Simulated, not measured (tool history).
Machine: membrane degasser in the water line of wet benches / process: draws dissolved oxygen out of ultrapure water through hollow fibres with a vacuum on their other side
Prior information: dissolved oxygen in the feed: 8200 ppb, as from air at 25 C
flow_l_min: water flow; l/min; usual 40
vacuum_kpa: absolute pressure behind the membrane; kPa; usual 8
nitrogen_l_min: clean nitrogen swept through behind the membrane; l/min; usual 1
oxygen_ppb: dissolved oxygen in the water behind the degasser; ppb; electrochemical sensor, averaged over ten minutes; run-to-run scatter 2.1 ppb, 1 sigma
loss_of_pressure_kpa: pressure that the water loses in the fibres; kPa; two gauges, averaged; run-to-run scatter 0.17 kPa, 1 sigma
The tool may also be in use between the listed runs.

run    hour  flow_l_min  vacuum_kpa  nitrogen_l_min  oxygen_ppb  loss_of_pressure_kpa
  1       0          40           8               1       385.7                 43.59
  2   177.4          40           8               1       384.2                  43.3
  3   321.1          40           8               1       390.3                 43.45
  4   565.2          40           8               1       392.8                  43.3
  5   820.9          40           8               1       394.4                  43.5
  6  1095.9          40           8               1       399.3                 43.47
  7  1342.4          40           8               1       394.8                 43.61
  8  1463.5          40       16.63               1       999.9                  43.4
  9  1583.3          40       16.63               1       997.3                 43.57
 10  1811.5          40       16.63               1       997.4                 43.74
 11    1968          40           8               1       399.9                  43.7
 12  2086.8          40           8             2.4       202.1                 43.92
 13  2225.3          40           8             2.4       202.4                 43.71
 14  2355.6          42           8               1       419.9                 46.16
 15  2625.6          42           8               1       422.2                 46.21
     2688.8  -- seals of the vacuum lines changed
 16  2832.6          42           8               1       425.2                 45.94
 17    3004          42           8               1       424.2                 46.49
     3023.1  -- vacuum gauge calibrated
 18  3168.2          40           8            2.58       196.1                 44.37
 19  3395.5          40           8            2.58       197.3                 44.19
 20  3600.2          59       12.82            2.33         553                 64.96
 21  3846.4          59       12.82            2.33       556.4                 65.66
 22    4024          40           8            1.72       273.5                 44.39
     4260.2  -- vacuum gauge calibrated, once more
 23  4290.6          40           8            1.72       254.4                 44.36
 24  4456.5          31           8            1.02       306.4                 34.26
 25  4619.5          31        7.71            0.86       332.9                 34.51
 26  4752.1          28       15.66            0.63       985.3                 31.27
 27  4925.8          35        5.04            0.42         263                 38.93
 28  5041.9          35        5.04            0.42       264.8                 38.92
 29  5157.2          31       19.97            1.96       579.9                 34.45
 30  5419.1          36           8            1.99       207.4                  39.9
 31  5617.3          63        4.99            2.69       142.7                  70.5
 32  5868.9          31       11.99            0.85       628.2                 35.04
 33    5981          32        5.41            0.47       281.4                  36.1

Same runs, no hidden state in the tool, same run-to-run variation:
Hidden state at play: membrane still open, %; true pressure behind the membrane over the reading, kPa; air that leaks in behind the membrane, l/min; drift of the gauge itself on oxygen_ppb, %; drift of the gauge itself on loss_of_pressure_kpa, %.
run  oxygen_ppb  loss_of_pressure_kpa
  1       383.9                 43.28
  2       381.1                 42.94
  3       386.1                 43.06
  4       386.7                 42.84
  5       386.4                 42.96
  6       389.1                 42.85
  7         383                 42.91
  8       987.8                 42.67
  9       984.4                 42.81
 10       982.9                  42.9
 11       383.6                 42.82
 12       191.8                 42.99
 13       191.5                 42.75
 14       399.9                 45.11
 15         400                 45.07
 16       401.5                 44.73
 17       399.2                 45.23
 18       181.3                 43.12
 19       181.5                 42.87
 20       528.1                 62.93
 21       529.9                 63.51
 22       249.4                 42.87
 23       251.8                 42.76
 24       304.4                 32.99
 25       329.9                  33.2
 26         982                 30.06
 27       255.8                 37.37
 28       256.2                 37.32
 29       573.9                    33
 30       200.3                 38.16
 31       127.6                 67.35
 32         617                 33.43
 33         264                  34.4
